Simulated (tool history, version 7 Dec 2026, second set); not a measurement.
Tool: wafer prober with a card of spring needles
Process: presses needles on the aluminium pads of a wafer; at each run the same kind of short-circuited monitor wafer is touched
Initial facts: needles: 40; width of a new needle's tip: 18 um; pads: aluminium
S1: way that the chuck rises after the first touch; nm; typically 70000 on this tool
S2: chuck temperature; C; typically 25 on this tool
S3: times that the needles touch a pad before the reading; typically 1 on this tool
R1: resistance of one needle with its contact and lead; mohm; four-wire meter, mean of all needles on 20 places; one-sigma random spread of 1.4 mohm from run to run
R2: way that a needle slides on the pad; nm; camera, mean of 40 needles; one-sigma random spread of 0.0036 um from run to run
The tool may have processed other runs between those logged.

Run 1, day 0.000: usual settings. Result: R1 138 mohm, R2 13787 nm.
At day 0.700: tips cleaned on abrasive film.
At day 1.571: tips cleaned on abrasive film.
At day 2.442: tips cleaned on abrasive film.
At day 3.317: tips cleaned on abrasive film.
Run 2, day 3.608: usual settings. Result: R1 149 mohm, R2 13750 nm.
At day 4.133: tips cleaned on abrasive film.
At day 4.312: height of the first contact set anew.
At day 5.012: tips cleaned on abrasive film.
Run 3, day 5.446: usual settings. Result: R1 154 mohm, R2 13801 nm.
At day 5.800: tips cleaned on abrasive film.
At day 6.671: tips cleaned on abrasive film.
At day 7.546: tips cleaned on abrasive film.
At day 8.417: tips cleaned on abrasive film.
At day 9.288: tips cleaned on abrasive film.
Run 4, day 9.362: usual settings. Result: R1 130 mohm, R2 13751 nm.
At day 10.062: tips cleaned on abrasive film.
At day 10.075: height of the first contact set anew.
At day 10.775: tips cleaned on abrasive film.
At day 11.533: tips cleaned on abrasive film.
Run 5, day 11.533: usual settings but S2 78 C. Result: R1 128 mohm, R2 13790 nm.
At day 12.408: tips cleaned on abrasive film.
At day 13.271: tips cleaned on abrasive film.
At day 14.058: tips cleaned on abrasive film.
Run 6, day 14.058: usual settings but S2 78 C. Result: R1 127 mohm, R2 13758 nm.
At day 14.758: tips cleaned on abrasive film.
At day 15.633: tips cleaned on abrasive film.
At day 15.821: height of the first contact set anew.
At day 16.512: tips cleaned on abrasive film.
At day 17.379: tips cleaned on abrasive film.
Run 7, day 17.379: usual settings but S2 78 C. Result: R1 125 mohm, R2 13783 nm.
At day 18.250: tips cleaned on abrasive film.
At day 18.954: tips cleaned on abrasive film.
At day 19.825: tips cleaned on abrasive film.
At day 20.671: tips cleaned on abrasive film.
Run 8, day 20.671: usual settings but S2 78 C. Result: R1 127 mohm, R2 13740 nm.
At day 21.546: tips cleaned on abrasive film.
At day 21.558: height of the first contact set anew.
At day 22.433: tips cleaned on abrasive film.
Run 9, day 22.592: usual settings but S2 78 C. Result: R1 149 mohm, R2 13795 nm.
At day 23.292: tips cleaned on abrasive film.
At day 23.992: tips cleaned on abrasive film.
At day 24.858: tips cleaned on abrasive film.
At day 25.712: tips cleaned on abrasive film.
Run 10, day 25.712: usual settings but S2 78 C. Result: R1 129 mohm, R2 13759 nm.
At day 26.588: tips cleaned on abrasive film.
At day 27.288: tips cleaned on abrasive film.
At day 27.300: height of the first contact set anew.
At day 28.175: tips cleaned on abrasive film.
Run 11, day 28.471: usual settings but S2 78 C. Result: R1 157 mohm, R2 13796 nm.
At day 28.996: tips cleaned on abrasive film.
At day 29.871: tips cleaned on abrasive film.
At day 30.746: tips cleaned on abrasive film.
At day 31.604: tips cleaned on abrasive film.
Run 12, day 31.629: usual settings but S2 78 C. Result: R1 129 mohm, R2 13764 nm.
At day 32.325: tips cleaned on abrasive film.
At day 33.025: tips cleaned on abrasive film.
At day 33.038: height of the first contact set anew.
At day 33.742: tips cleaned on abrasive film.
Run 13, day 34.171: usual settings but S2 78 C. Result: R1 166 mohm, R2 13796 nm.
At day 34.525: tips cleaned on abrasive film.
At day 35.396: tips cleaned on abrasive film.
At day 36.100: tips cleaned on abrasive film.
Run 14, day 36.688: usual settings but S3 2. Result: R1 147 mohm, R2 13766 nm.
At day 36.867: tips cleaned on abrasive film.
At day 37.567: tips cleaned on abrasive film.
At day 38.442: tips cleaned on abrasive film.
At day 38.804: height of the first contact set anew.
At day 39.329: tips cleaned on abrasive film.
At day 40.029: tips cleaned on abrasive film.
Run 15, day 40.562: usual settings but S1 78000 nm, S2 57 C, S3 2. Result: R1 143 mohm, R2 15362 nm.
At day 40.742: tips cleaned on abrasive film.
At day 41.442: tips cleaned on abrasive film.
At day 42.304: tips cleaned on abrasive film.
At day 43.158: tips cleaned on abrasive film.
Run 16, day 43.592: usual settings but S1 76000 nm, S2 40 C, S3 2. Result: R1 142 mohm, R2 14925 nm.
At day 43.933: tips cleaned on abrasive film.
At day 44.633: tips cleaned on abrasive film.
At day 44.646: height of the first contact set anew.
At day 45.521: tips cleaned on abrasive film.
At day 46.396: tips cleaned on abrasive film.
Run 17, day 46.696: usual settings but S1 79000 nm, S2 51 C, S3 2. Result: R1 135 mohm, R2 15563 nm.
At day 47.221: tips cleaned on abrasive film.
At day 48.096: tips cleaned on abrasive film.
Run 18, day 48.746: usual settings but S2 35 C, S3 2. Result: R1 147 mohm, R2 13763 nm.
At day 48.921: tips cleaned on abrasive film.
At day 49.625: tips cleaned on abrasive film.
At day 50.333: height of the first contact set anew.
At day 50.508: tips cleaned on abrasive film.
At day 51.379: tips cleaned on abrasive film.
At day 52.254: tips cleaned on abrasive film.
Run 19, day 52.558: usual settings but S2 57 C. Result: R1 159 mohm, R2 13767 nm.
At day 53.071: tips cleaned on abrasive film.
At day 53.942: tips cleaned on abrasive film.
At day 54.808: tips cleaned on abrasive film.
At day 55.508: tips cleaned on abrasive film.
At day 56.046: height of the first contact set anew.
Run 20, day 56.133: usual settings but S3 2. Result: R1 149 mohm, R2 13807 nm.
At day 56.312: tips cleaned on abrasive film.
At day 57.175: tips cleaned on abrasive film.
At day 58.038: tips cleaned on abrasive film.
At day 58.912: tips cleaned on abrasive film.
Run 21, day 59.271: usual settings but S1 90000 nm, S2 54 C. Result: R1 139 mohm, R2 17714 nm.
At day 59.621: tips cleaned on abrasive film.
At day 60.488: tips cleaned on abrasive film.
Run 22, day 60.883: usual settings but S1 90000 nm, S2 54 C. Result: R1 142 mohm, R2 17693 nm.
At day 61.217: tips cleaned on abrasive film.
At day 61.754: height of the first contact set anew.
At day 62.083: tips cleaned on abrasive film.
At day 62.958: tips cleaned on abrasive film.
At day 63.833: tips cleaned on abrasive film.
At day 64.671: tips cleaned on abrasive film.
Run 23, day 64.671: usual settings but S1 57000 nm, S2 96 C, S3 3. Result: R1 136 mohm, R2 11204 nm.
At day 65.546: tips cleaned on abrasive film.
At day 66.421: tips cleaned on abrasive film.
At day 67.288: tips cleaned on abrasive film.
At day 67.475: height of the first contact set anew.
Run 24, day 67.538: usual settings but S1 57000 nm, S2 96 C, S3 3. Result: R1 149 mohm, R2 11248 nm.
At day 68.067: tips cleaned on abrasive film.
At day 68.938: tips cleaned on abrasive film.
At day 69.812: tips cleaned on abrasive film.
Run 25, day 70.425: usual settings but S1 57000 nm, S2 96 C, S3 3. Result: R1 158 mohm, R2 11204 nm.

Hidden state or all else? Some run-to-run changes of R1, split into what the settings, what came in and random variation would give without the hidden state, and what is left for the hidden state (with any gauge scatter that isn't in both results):
Unlogged tool condition in this case: debris on the tips, nm; way that the needles fall short of the set height, um; tips' diameter, um; drift of the gauge itself on contact_mohm, %; drift of the gauge itself on scrub_um, %.
Run 10 -> 11: tips cleaned on abrasive film, tips cleaned on abrasive film, height of the first contact set anew, tips cleaned on abrasive film. R1 +28 mohm: hidden state +28, all else +0.
Run 12 -> 13: tips cleaned on abrasive film, tips cleaned on abrasive film, height of the first contact set anew, tips cleaned on abrasive film. R1 +37 mohm: hidden state +35, all else +2.

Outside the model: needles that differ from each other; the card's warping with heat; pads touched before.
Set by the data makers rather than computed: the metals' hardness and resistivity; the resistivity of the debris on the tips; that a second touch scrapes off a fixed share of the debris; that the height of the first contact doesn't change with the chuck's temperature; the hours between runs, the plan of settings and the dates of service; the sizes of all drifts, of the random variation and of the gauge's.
